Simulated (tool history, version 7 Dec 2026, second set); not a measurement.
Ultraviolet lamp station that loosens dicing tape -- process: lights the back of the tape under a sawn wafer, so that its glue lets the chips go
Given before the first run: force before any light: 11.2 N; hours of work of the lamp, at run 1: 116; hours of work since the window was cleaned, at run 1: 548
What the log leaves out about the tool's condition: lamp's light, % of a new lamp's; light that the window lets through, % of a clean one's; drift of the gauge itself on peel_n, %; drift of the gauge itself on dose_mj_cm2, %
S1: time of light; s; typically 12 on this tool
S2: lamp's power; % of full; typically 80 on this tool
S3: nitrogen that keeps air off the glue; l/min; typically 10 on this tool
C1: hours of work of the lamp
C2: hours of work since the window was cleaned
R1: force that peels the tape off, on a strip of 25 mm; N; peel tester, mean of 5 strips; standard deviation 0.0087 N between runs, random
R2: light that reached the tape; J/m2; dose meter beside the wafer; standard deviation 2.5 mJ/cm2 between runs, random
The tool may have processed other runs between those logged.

run 1 hour=0.0 | S1=12 S2=80 S3=10 | C1=116 C2=548 | R1=0.437 R2=2630
run 2 hour=12.3 | S1=12 S2=80 S3=10 | C1=125 C2=557 | R1=0.435 R2=2630
run 3 hour=24.4 | S1=12 S2=80 S3=10 | C1=134 C2=566 | R1=0.448 R2=2560
run 4 hour=33.6 | S1=12 S2=80 S3=12 | C1=141 C2=573 | R1=0.407 R2=2620
run 5 hour=51.1 | S1=12 S2=80 S3=12 | C1=155 C2=587 | R1=0.415 R2=2610
-- hour=60.2 window cleaned of glue's vapour
run 6 hour=60.8 | S1=12 S2=80 S3=12 | C1=162 C2=0 | R1=0.363 R2=2810
run 7 hour=75.1 | S1=12 S2=80 S3=12 | C1=173 C2=11 | R1=0.368 R2=2770
run 8 hour=91.4 | S1=12 S2=80 S3=12 | C1=185 C2=24 | R1=0.371 R2=2760
run 9 hour=104.2 | S1=12 S2=80 S3=10 | C1=195 C2=34 | R1=0.405 R2=2770
run 10 hour=118.6 | S1=12 S2=80 S3=10 | C1=206 C2=45 | R1=0.403 R2=2700
run 11 hour=127.5 | S1=12 S2=80 S3=10 | C1=213 C2=51 | R1=0.398 R2=2770
run 12 hour=136.5 | S1=12 S2=80 S3=10 | C1=219 C2=58 | R1=0.404 R2=2770
run 13 hour=153.0 | S1=12 S2=80 S3=10 | C1=232 C2=71 | R1=0.399 R2=2740
run 14 hour=160.5 | S1=16 S2=80 S3=10 | C1=238 C2=76 | R1=0.264 R2=3620
run 15 hour=170.3 | S1=12 S2=71 S3=10 | C1=245 C2=84 | R1=0.512 R2=2370
run 16 hour=187.0 | S1=12 S2=71 S3=10 | C1=258 C2=97 | R1=0.521 R2=2380
run 17 hour=202.8 | S1=12 S2=71 S3=10 | C1=270 C2=109 | R1=0.528 R2=2410
run 18 hour=213.4 | S1=12 S2=80 S3=10 | C1=278 C2=117 | R1=0.423 R2=2710
run 19 hour=229.8 | S1=12 S2=80 S3=10 | C1=291 C2=129 | R1=0.403 R2=2660
run 20 hour=238.6 | S1=12 S2=80 S3=10 | C1=297 C2=136 | R1=0.408 R2=2680
run 21 hour=248.8 | S1=12 S2=80 S3=10 | C1=305 C2=144 | R1=0.441 R2=2680
run 22 hour=265.6 | S1=12 S2=80 S3=10 | C1=318 C2=157 | R1=0.460 R2=2640
run 23 hour=273.3 | S1=12 S2=80 S3=10 | C1=324 C2=163 | R1=0.432 R2=2640
run 24 hour=289.6 | S1=12 S2=80 S3=10 | C1=336 C2=175 | R1=0.448 R2=2640
run 25 hour=305.0 | S1=21 S2=72 S3=7 | C1=348 C2=187 | R1=0.254 R2=4090
run 26 hour=312.2 | S1=8 S2=92 S3=3 | C1=354 C2=192 | R1=1.786 R2=2000
run 27 hour=323.8 | S1=19 S2=61 S3=17 | C1=362 C2=201 | R1=0.267 R2=3110
run 28 hour=340.0 | S1=12 S2=84 S3=10 | C1=375 C2=214 | R1=0.408 R2=2690
run 29 hour=353.7 | S1=11 S2=63 S3=6 | C1=385 C2=224 | R1=1.330 R2=1840
run 30 hour=365.3 | S1=11 S2=63 S3=6 | C1=394 C2=233 | R1=1.304 R2=1850
run 31 hour=380.5 | S1=11 S2=63 S3=6 | C1=406 C2=244 | R1=1.346 R2=1830
run 32 hour=391.5 | S1=11 S2=63 S3=6 | C1=414 C2=253 | R1=1.395 R2=1830
run 33 hour=408.3 | S1=10 S2=69 S3=7 | C1=427 C2=266 | R1=1.241 R2=1830
run 34 hour=418.0 | S1=21 S2=78 S3=10 | C1=434 C2=273 | R1=0.232 R2=4300
run 35 hour=432.7 | S1=21 S2=78 S3=10 | C1=445 C2=284 | R1=0.231 R2=4320
run 36 hour=445.9 | S1=21 S2=78 S3=5 | C1=456 C2=294 | R1=0.282 R2=4250
run 37 hour=454.4 | S1=18 S2=93 S3=6 | C1=462 C2=301 | R1=0.270 R2=4400
run 38 hour=463.4 | S1=18 S2=93 S3=6 | C1=469 C2=308 | R1=0.256 R2=4350
run 39 hour=479.7 | S1=9 S2=64 S3=19 | C1=481 C2=320 | R1=1.004 R2=1470
run 40 hour=493.0 | S1=9 S2=60 S3=10 | C1=491 C2=330 | R1=1.680 R2=1380
run 41 hour=503.0 | S1=24 S2=70 S3=10 | C1=499 C2=338 | R1=0.232 R2=4320
run 42 hour=512.7 | S1=24 S2=70 S3=10 | C1=507 C2=345 | R1=0.243 R2=4300
run 43 hour=528.8 | S1=24 S2=70 S3=10 | C1=519 C2=358 | R1=0.222 R2=4260

What if the next run were any one of these 3? Each begins from the tool's condition after run 43:
run A hour=543.2 | S1=12 S2=80 S3=11 | C1=530 C2=369 | R1=? R2=?
run B hour=543.2 | S1=15 S2=70 S3=10 | C1=530 C2=369 | R1=? R2=?
run C hour=543.2 | S1=24 S2=62 S3=9 | C1=530 C2=369 | R1=? R2=?

run=A R1=0.501 R2=2430
run=B R1=0.440 R2=2670
run=C R1=0.261 R2=3750
With no hidden state in the tool, these same runs would have given:
run=A R1=0.349 R2=2950
run=B R1=0.314 R2=3220
run=C R1=0.226 R2=4530

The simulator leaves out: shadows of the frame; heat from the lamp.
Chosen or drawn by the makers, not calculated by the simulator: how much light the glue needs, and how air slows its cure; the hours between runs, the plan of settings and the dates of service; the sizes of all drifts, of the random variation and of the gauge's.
